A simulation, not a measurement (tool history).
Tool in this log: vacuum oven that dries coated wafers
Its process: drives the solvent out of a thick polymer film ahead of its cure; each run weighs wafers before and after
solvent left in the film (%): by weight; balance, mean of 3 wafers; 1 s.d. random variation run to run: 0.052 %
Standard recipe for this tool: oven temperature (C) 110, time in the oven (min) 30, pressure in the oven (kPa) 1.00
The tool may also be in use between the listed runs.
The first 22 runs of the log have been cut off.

run,hour,oven temperature (C),time in the oven (min),pressure in the oven (kPa),hours of work since the thermocouples were calibrated,hours of work since the vacuum gauge was cleaned of residue,solvent left in the film (%)
23,198.6,99,22,0.70,165,471,3.83
24,207.6,104,18,2.44,171,477,4.73
25,216.7,110,30,0.73,177,483,1.59
26,230.7,110,30,0.73,186,492,1.40
27,240.7,102,30,1.09,193,499,2.65
28,254.4,96,28,1.36,202,508,4.09
29,266.0,110,34,1.00,210,516,1.42
30,278.1,110,26,1.73,218,524,2.48
31,291.6,106,32,3.09,227,533,3.40
32,305.0,110,34,1.00,236,542,1.50

Consider 3 possible next runs. They are alternatives, not a sequence: every one starts from the tool as it was left by run 32. What does each give?
A,315.9,104,40,0.99,244,550,?
B,315.9,96,31,2.80,244,550,?
C,315.9,95,52,1.00,244,550,?

run,solvent left in the film (%)
A,1.79
B,4.97
C,2.22
Take away the tool's hidden state, keep each run's random variation, and the runs would have read:
run,solvent left in the film (%)
A,1.58
B,4.65
C,1.95
